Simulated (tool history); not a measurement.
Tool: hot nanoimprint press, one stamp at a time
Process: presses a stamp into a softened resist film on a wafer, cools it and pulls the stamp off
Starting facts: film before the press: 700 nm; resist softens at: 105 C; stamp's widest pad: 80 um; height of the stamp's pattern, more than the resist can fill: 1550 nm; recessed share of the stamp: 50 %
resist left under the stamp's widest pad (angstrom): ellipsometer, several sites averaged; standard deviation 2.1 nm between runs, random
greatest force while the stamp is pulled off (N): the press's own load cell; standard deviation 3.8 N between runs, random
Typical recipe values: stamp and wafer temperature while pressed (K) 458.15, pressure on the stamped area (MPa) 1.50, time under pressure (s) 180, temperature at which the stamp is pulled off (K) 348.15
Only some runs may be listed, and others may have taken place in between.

run   hour  stamp and wafer temperature while pressed (K)  pressure on the stamped area (MPa)  time under pressure (s)  temperature at which the stamp is pulled off (K)  resist left under the stamp's widest pad (angstrom)  greatest force while the stamp is pulled off (N)
  1    0.0                                         458.15                                1.50                      180                                            348.15                                                 4122                                               199
  2   11.0                                         458.15                                1.50                      180                                            348.15                                                 4135                                               206
  3   17.4                                         458.15                                1.50                      313                                            348.15                                                 3366                                               204
  4   22.3                                         458.15                                1.50                      313                                            348.15                                                 3387                                               208
  5   27.2                                         458.15                                1.50                      180                                            348.15                                                 4091                                               217
  6   35.7                                         458.15                                1.50                      180                                            348.15                                                 4119                                               214
  7   43.9                                         458.15                                1.50                      180                                            348.15                                                 4120                                               216
  8   50.9                                         458.15                                1.50                      180                                            348.15                                                 4136                                               213
  9   61.2                                         458.15                                1.50                      180                                            348.15                                                 4092                                               221
      67.5  -- plate thermocouple calibrated
 10   72.0                                         458.15                                1.50                      124                                            348.15                                                 4631                                               222
 11   76.8                                         458.15                                1.50                      124                                            348.15                                                 4584                                               216
 12   86.8                                         458.15                                1.50                      180                                            348.15                                                 4142                                               218
 13   92.2                                         458.15                                1.50                      180                                            348.15                                                 4100                                               222
 14  100.1                                         458.15                                1.50                      180                                            348.15                                                 4122                                               222
     105.7  -- plate thermocouple calibrated, once more
 15  108.0                                         458.15                                1.50                      180                                            348.15                                                 4065                                               222
 16  117.1                                         458.15                                1.50                      180                                            348.15                                                 4053                                               219
 17  126.9                                         458.15                                1.50                      180                                            348.15                                                 4056                                               215
 18  133.1                                         455.15                                1.37                      134                                            348.15                                                 4956                                               224
 19  138.9                                         467.15                                0.96                      134                                            348.15                                                 3872                                               228
 20  146.9                                         467.15                                0.96                      134                                            348.15                                                 3875                                               221
 21  152.2                                         467.15                                1.89                      162                                            348.15                                                 2719                                               233
 22  157.2                                         458.15                                1.50                      180                                            352.15                                                 4043                                               211
 23  167.3                                         458.15                                1.50                      180                                            352.15                                                 4059                                               211
 24  178.3                                         458.15                                1.50                      180                                            352.15                                                 4099                                               209
 25  182.8                                         458.15                                1.50                      180                                            352.15                                                 4055                                               207
 26  191.2                                         458.15                                1.70                      180                                            348.15                                                 3843                                               229
 27  199.9                                         458.15                                1.70                      180                                            348.15                                                 3891                                               240
 28  206.3                                         458.15                                1.70                      180                                            348.15                                                 3868                                               238
 29  215.0                                         458.15                                1.70                      116                                            348.15                                                 4437                                               233
 30  222.0                                         451.15                                2.29                      106                                            348.15                                                 5144                                               245

4 ways to go on from here, each from the tool as it stands after run 30. What would each give?
  A  229.0                                         465.15                                1.50                      239                                            348.15                                                    ?                                                 ?
  B  229.0                                         460.15                                1.13                      106                                            353.15                                                    ?                                                 ?
  C  229.0                                         468.15                                1.49                      106                                            343.15                                                    ?                                                 ?
  D  229.0                                         451.15                                2.04                      165                                            348.15                                                    ?                                                 ?

run  resist left under the stamp's widest pad (angstrom)  greatest force while the stamp is pulled off (N)
  A                                                 2805                                               243
  B                                                 4932                                               209
  C                                                 3458                                               262
  D                                                 4745                                               232
With no hidden state in the tool, these same runs would have given:
run  resist left under the stamp's widest pad (angstrom)  greatest force while the stamp is pulled off (N)
  A                                                 2749                                               185
  B                                                 4877                                               158
  C                                                 3397                                               198
  D                                                 4663                                               176
